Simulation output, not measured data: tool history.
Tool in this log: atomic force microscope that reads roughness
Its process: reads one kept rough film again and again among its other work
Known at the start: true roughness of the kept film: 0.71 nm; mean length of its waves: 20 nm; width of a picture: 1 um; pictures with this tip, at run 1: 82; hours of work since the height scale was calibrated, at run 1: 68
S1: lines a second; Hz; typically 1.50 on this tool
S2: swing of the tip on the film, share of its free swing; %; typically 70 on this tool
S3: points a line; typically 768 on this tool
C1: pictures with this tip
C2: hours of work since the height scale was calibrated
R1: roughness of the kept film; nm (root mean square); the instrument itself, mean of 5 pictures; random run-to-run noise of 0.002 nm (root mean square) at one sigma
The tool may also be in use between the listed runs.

run 1 hour=0.0 | S1=1.50 S2=70 S3=768 | C1=82 C2=68 | R1=0.646
run 2 hour=20.9 | S1=1.50 S2=70 S3=768 | C1=103 C2=78 | R1=0.637
run 3 hour=54.5 | S1=1.50 S2=58 S3=768 | C1=136 C2=94 | R1=0.644
run 4 hour=83.7 | S1=1.50 S2=58 S3=768 | C1=165 C2=108 | R1=0.639
run 5 hour=117.5 | S1=1.50 S2=70 S3=768 | C1=199 C2=123 | R1=0.626
-- hour=131.2 new tip fitted
run 6 hour=145.4 | S1=1.50 S2=70 S3=354 | C1=14 C2=136 | R1=0.643
run 7 hour=172.9 | S1=1.50 S2=70 S3=354 | C1=42 C2=149 | R1=0.638
run 8 hour=201.3 | S1=1.50 S2=70 S3=354 | C1=70 C2=162 | R1=0.633
run 9 hour=234.2 | S1=1.50 S2=70 S3=354 | C1=103 C2=178 | R1=0.628
run 10 hour=263.5 | S1=1.50 S2=70 S3=354 | C1=132 C2=192 | R1=0.625
run 11 hour=293.5 | S1=1.50 S2=70 S3=354 | C1=162 C2=206 | R1=0.618
run 12 hour=312.8 | S1=1.50 S2=70 S3=768 | C1=181 C2=215 | R1=0.627
-- hour=343.2 new tip fitted
run 13 hour=357.4 | S1=1.50 S2=70 S3=768 | C1=14 C2=235 | R1=0.647
run 14 hour=378.0 | S1=1.50 S2=70 S3=768 | C1=34 C2=245 | R1=0.648
run 15 hour=422.4 | S1=1.50 S2=70 S3=768 | C1=78 C2=266 | R1=0.642
run 16 hour=444.1 | S1=1.50 S2=70 S3=768 | C1=100 C2=276 | R1=0.637
run 17 hour=472.8 | S1=1.50 S2=70 S3=768 | C1=129 C2=289 | R1=0.636
run 18 hour=492.7 | S1=1.50 S2=70 S3=768 | C1=148 C2=299 | R1=0.628
run 19 hour=522.1 | S1=1.50 S2=70 S3=768 | C1=178 C2=313 | R1=0.627
run 20 hour=550.5 | S1=1.50 S2=70 S3=768 | C1=206 C2=326 | R1=0.624
-- hour=556.8 new tip fitted
run 21 hour=576.5 | S1=1.50 S2=70 S3=768 | C1=19 C2=338 | R1=0.645
run 22 hour=601.4 | S1=1.50 S2=70 S3=768 | C1=44 C2=349 | R1=0.643
run 23 hour=642.5 | S1=1.50 S2=70 S3=400 | C1=85 C2=369 | R1=0.630
run 24 hour=685.3 | S1=1.85 S2=73 S3=633 | C1=128 C2=389 | R1=0.622
run 25 hour=706.8 | S1=1.85 S2=73 S3=633 | C1=149 C2=399 | R1=0.621
run 26 hour=731.4 | S1=1.85 S2=73 S3=786 | C1=174 C2=410 | R1=0.619
run 27 hour=753.8 | S1=1.85 S2=73 S3=786 | C1=196 C2=421 | R1=0.611
-- hour=770.6 new tip fitted
run 28 hour=786.2 | S1=1.02 S2=65 S3=316 | C1=16 C2=436 | R1=0.645
run 29 hour=815.2 | S1=1.02 S2=65 S3=316 | C1=45 C2=449 | R1=0.636
run 30 hour=848.5 | S1=0.95 S2=74 S3=374 | C1=78 C2=465 | R1=0.638
run 31 hour=875.3 | S1=1.44 S2=88 S3=768 | C1=104 C2=478 | R1=0.612
run 32 hour=916.1 | S1=1.17 S2=70 S3=484 | C1=145 C2=497 | R1=0.629
run 33 hour=940.9 | S1=1.17 S2=70 S3=484 | C1=170 C2=508 | R1=0.628
-- hour=982.7 new tip fitted
run 34 hour=982.7 | S1=1.04 S2=87 S3=768 | C1=0 C2=528 | R1=0.640
run 35 hour=1006.7 | S1=1.04 S2=87 S3=768 | C1=24 C2=539 | R1=0.638
run 36 hour=1050.1 | S1=1.04 S2=87 S3=768 | C1=67 C2=559 | R1=0.628
run 37 hour=1089.8 | S1=0.63 S2=82 S3=768 | C1=106 C2=578 | R1=0.637
run 38 hour=1124.8 | S1=0.63 S2=82 S3=768 | C1=141 C2=594 | R1=0.635
run 39 hour=1166.8 | S1=3.93 S2=75 S3=467 | C1=183 C2=614 | R1=0.578
-- hour=1195.8 new tip fitted
run 40 hour=1214.3 | S1=0.65 S2=75 S3=467 | C1=19 C2=636 | R1=0.650
run 41 hour=1261.4 | S1=1.39 S2=86 S3=347 | C1=66 C2=658 | R1=0.610
run 42 hour=1287.0 | S1=0.89 S2=70 S3=458 | C1=91 C2=670 | R1=0.641
run 43 hour=1312.2 | S1=3.48 S2=57 S3=395 | C1=116 C2=682 | R1=0.627

Take each entry between the runs: how does the hidden state at the last listed run before it differ from the hidden state at the first listed run after it?
Runs 5 to 6: new tip fitted (hour 131.2)
  radius of the tip, nm: 13.7 -> 7.6; height scale over the true one, %: -0.15 -> -0.17
  what was measured, less what the result would be without the hidden state, R1: -0.029 -> -0.004 nm (root mean square)
Runs 12 to 13: new tip fitted (hour 343.2)
  radius of the tip, nm: 13.6 -> 8; height scale over the true one, %: -0.25 -> -0.27
  what was measured, less what the result would be without the hidden state, R1: -0.029 -> -0.006 nm (root mean square)
Runs 20 to 21: new tip fitted (hour 556.8)
  radius of the tip, nm: 14.4 -> 8; height scale over the true one, %: -0.36 -> -0.38
  what was measured, less what the result would be without the hidden state, R1: -0.034 -> -0.007 nm (root mean square)
Runs 27 to 28: new tip fitted (hour 770.6)
  radius of the tip, nm: 14.1 -> 7.9; height scale over the true one, %: -0.46 -> -0.48
  what was measured, less what the result would be without the hidden state, R1: -0.032 -> -0.007 nm (root mean square)
Runs 33 to 34: new tip fitted (hour 982.7)
  radius of the tip, nm: 13.4 -> 7; height scale over the true one, %: -0.56 -> -0.57
  what was measured, less what the result would be without the hidden state, R1: -0.030 -> -0.004 nm (root mean square)
Runs 39 to 40: new tip fitted (hour 1195.8)
  radius of the tip, nm: 13.5 -> 7.6; height scale over the true one, %: -0.67 -> -0.69
  what was measured, less what the result would be without the hidden state, R1: -0.029 -> -0.008 nm (root mean square)

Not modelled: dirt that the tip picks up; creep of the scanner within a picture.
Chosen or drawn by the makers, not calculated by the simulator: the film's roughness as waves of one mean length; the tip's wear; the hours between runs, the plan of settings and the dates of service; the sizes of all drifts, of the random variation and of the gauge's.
